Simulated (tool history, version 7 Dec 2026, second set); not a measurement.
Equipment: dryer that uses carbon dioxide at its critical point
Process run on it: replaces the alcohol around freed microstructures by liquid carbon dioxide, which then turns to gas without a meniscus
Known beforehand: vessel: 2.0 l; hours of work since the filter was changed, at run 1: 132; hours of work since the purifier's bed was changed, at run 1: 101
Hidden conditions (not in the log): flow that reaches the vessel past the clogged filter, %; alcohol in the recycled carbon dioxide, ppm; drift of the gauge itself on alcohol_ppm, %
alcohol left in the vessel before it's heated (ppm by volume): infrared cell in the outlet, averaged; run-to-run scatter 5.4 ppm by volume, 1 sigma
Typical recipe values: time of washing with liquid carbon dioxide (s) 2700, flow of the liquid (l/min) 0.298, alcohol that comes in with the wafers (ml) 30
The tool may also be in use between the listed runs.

run	day	time of washing with liquid carbon dioxide (s)	flow of the liquid (l/min)	alcohol that comes in with the wafers (ml)	hours of work since the filter was changed	hours of work since the purifier's bed was changed	alcohol left in the vessel before it's heated (ppm by volume)
1	0.000	2700	0.298	30	132	101	255
2	0.712	2700	0.298	30	145	113	263
3	1.396	2700	0.298	30	156	125	283
# day 1.696: inlet filter changed
4	2.067	2700	0.298	24	6	136	138
5	2.688	2700	0.298	30	17	147	165
6	3.396	2700	0.298	30	30	159	169
7	4.112	2700	0.298	30	42	172	179
8	4.683	2700	0.298	115	52	182	669
9	5.362	2640	0.298	115	64	194	785
10	5.738	2640	0.298	115	71	200	814
11	6.258	2700	0.298	30	80	209	232
12	6.567	2700	0.298	30	85	215	229
13	6.975	2700	0.317	101	92	222	559
14	7.404	4140	0.460	48	100	229	37
15	7.708	4140	0.460	48	105	234	30
16	8.058	4140	0.460	48	111	241	31
17	8.654	3000	0.220	117	121	251	1941
18	9.221	1980	0.348	21	131	261	349
19	9.583	1980	0.348	21	138	267	354
20	10.250	3180	0.422	49	149	279	60
21	10.825	2580	0.271	60	159	289	972
# day 10.967: inlet filter changed
22	11.533	1620	0.244	60	10	300	3052
23	11.833	1620	0.244	60	15	306	3104

What differs in the tool's unlogged condition from the final listed run ahead of each entry between runs to the first listed run following it?
Run 3 -> run 4: inlet filter changed (day 1.696)
  flow that reaches the vessel past the clogged filter, %: 85 -> 98.5; alcohol in the recycled carbon dioxide, ppm: 19.8 -> 21
  measured less the result without the state, alcohol left in the vessel before it's heated (ppm by volume): +146 -> +24
Run 21 -> run 22: inlet filter changed (day 10.967)
  flow that reaches the vessel past the clogged filter, %: 83.7 -> 98.4; alcohol in the recycled carbon dioxide, ppm: 39 -> 40.4
  measured less the result without the state, alcohol left in the vessel before it's heated (ppm by volume): +493 -> +150

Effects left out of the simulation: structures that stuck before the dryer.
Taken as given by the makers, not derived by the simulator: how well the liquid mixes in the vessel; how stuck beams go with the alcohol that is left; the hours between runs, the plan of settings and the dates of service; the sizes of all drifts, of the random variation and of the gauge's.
